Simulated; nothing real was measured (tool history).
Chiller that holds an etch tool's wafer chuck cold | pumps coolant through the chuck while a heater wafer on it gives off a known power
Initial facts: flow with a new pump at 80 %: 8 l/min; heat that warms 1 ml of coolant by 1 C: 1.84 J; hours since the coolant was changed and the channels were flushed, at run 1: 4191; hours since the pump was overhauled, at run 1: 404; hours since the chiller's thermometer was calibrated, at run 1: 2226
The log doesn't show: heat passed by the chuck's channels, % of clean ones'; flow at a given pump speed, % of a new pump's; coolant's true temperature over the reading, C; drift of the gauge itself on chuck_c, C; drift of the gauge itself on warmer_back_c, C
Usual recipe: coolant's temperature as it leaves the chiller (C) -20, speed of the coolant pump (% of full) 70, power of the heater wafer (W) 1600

| run | day | coolant's temperature as it leaves the chiller (C) | speed of the coolant pump (% of full) | power of the heater wafer (W) | hours since the coolant was changed and the channels were flushed | hours since the pump was overhauled | hours since the chiller's thermometer was calibrated | chuck's temperature once it has settled (C) | how much warmer the coolant comes back (C) |
|---|---|---|---|---|---|---|---|---|---|
| 1 | 0.000 | -20 | 70 | 1600 | 4191 | 404 | 2226 | -5.7 | 7.54 |
| 2 | 1.067 | -20 | 70 | 1600 | 4216 | 430 | 2252 | -5.8 | 7.62 |
| 3 | 2.175 | -20 | 70 | 1600 | 4243 | 456 | 2278 | -5.7 | 7.57 |
| 4 | 3.338 | -20 | 70 | 1600 | 4271 | 484 | 2306 | -5.9 | 7.63 |
| 5 | 4.100 | -20 | 70 | 989 | 4289 | 502 | 2325 | -11.1 | 4.71 |
| 6 | 5.325 | -20 | 70 | 989 | 4318 | 532 | 2354 | -11.5 | 4.72 |
| 7 | 6.288 | -20 | 70 | 989 | 4341 | 555 | 2377 | -11.3 | 4.67 |
| 8 | 7.588 | -21 | 70 | 1600 | 4373 | 586 | 2408 | -6.7 | 7.66 |
| 9 | 8.721 | -21 | 70 | 1061 | 4400 | 613 | 2435 | -11.5 | 5.06 |
| 10 | 9.267 | -20 | 70 | 1600 | 4413 | 626 | 2448 | -5.7 | 7.65 |
| 11 | 10.542 | -20 | 70 | 1600 | 4444 | 657 | 2479 | -5.7 | 7.64 |
| 12 | 11.379 | -20 | 77 | 1848 | 4464 | 677 | 2499 | -4.7 | 7.91 |
| 13 | 12.588 | -26 | 92 | 1091 | 4493 | 706 | 2528 | -18.2 | 3.90 |
| 14 | 13.650 | -26 | 74 | 2117 | 4518 | 732 | 2554 | -7.8 | 9.60 |
| 15 | 14.233 | -26 | 71 | 1988 | 4532 | 746 | 2568 | -8.2 | 9.36 |
| 16 | 15.542 | -27 | 70 | 889 | 4564 | 777 | 2599 | -19.0 | 4.31 |
| 17 | 16.696 | -27 | 70 | 889 | 4591 | 805 | 2627 | -19.3 | 4.26 |
| 18 | 17.821 | -27 | 70 | 889 | 4618 | 832 | 2654 | -19.3 | 4.22 |
| 19 | 18.562 | -27 | 70 | 889 | 4636 | 849 | 2672 | -19.2 | 4.26 |
| 20 | 19.458 | -20 | 61 | 1600 | 4658 | 871 | 2693 | -4.0 | 8.87 |
| 21 | 20.488 | -20 | 61 | 1045 | 4682 | 896 | 2718 | -9.6 | 5.81 |
| 22 | 21.162 | -18 | 70 | 1045 | 4698 | 912 | 2734 | -8.8 | 5.08 |

Selected run-to-run steps in chuck's temperature once it has settled (C), each split into two signed amounts: the part the tool would show with no hidden state at all (from settings, incoming material and random variation), and the remainder, which goes to the hidden state together with any gauge scatter not common to the measured and the hidden-state-free results:
Run 12 -> 13: coolant's temperature as it leaves the chiller (C) -20 -> -26, speed of the coolant pump (% of full) 77 -> 92, power of the heater wafer (W) 1848 -> 1091. chuck's temperature once it has settled (C) -13.5: hidden state -0.6, all else -12.9.
Run 13 -> 14: speed of the coolant pump (% of full) 92 -> 74, power of the heater wafer (W) 1091 -> 2117. chuck's temperature once it has settled (C) +10.4: hidden state +0.8, all else +9.6.
Run 15 -> 16: coolant's temperature as it leaves the chiller (C) -26 -> -27, speed of the coolant pump (% of full) 71 -> 70, power of the heater wafer (W) 1988 -> 889. chuck's temperature once it has settled (C) -10.8: hidden state -0.7, all else -10.1.
Run 19 -> 20: coolant's temperature as it leaves the chiller (C) -27 -> -20, speed of the coolant pump (% of full) 70 -> 61, power of the heater wafer (W) 889 -> 1600. chuck's temperature once it has settled (C) +15.2: hidden state +0.5, all else +14.7.
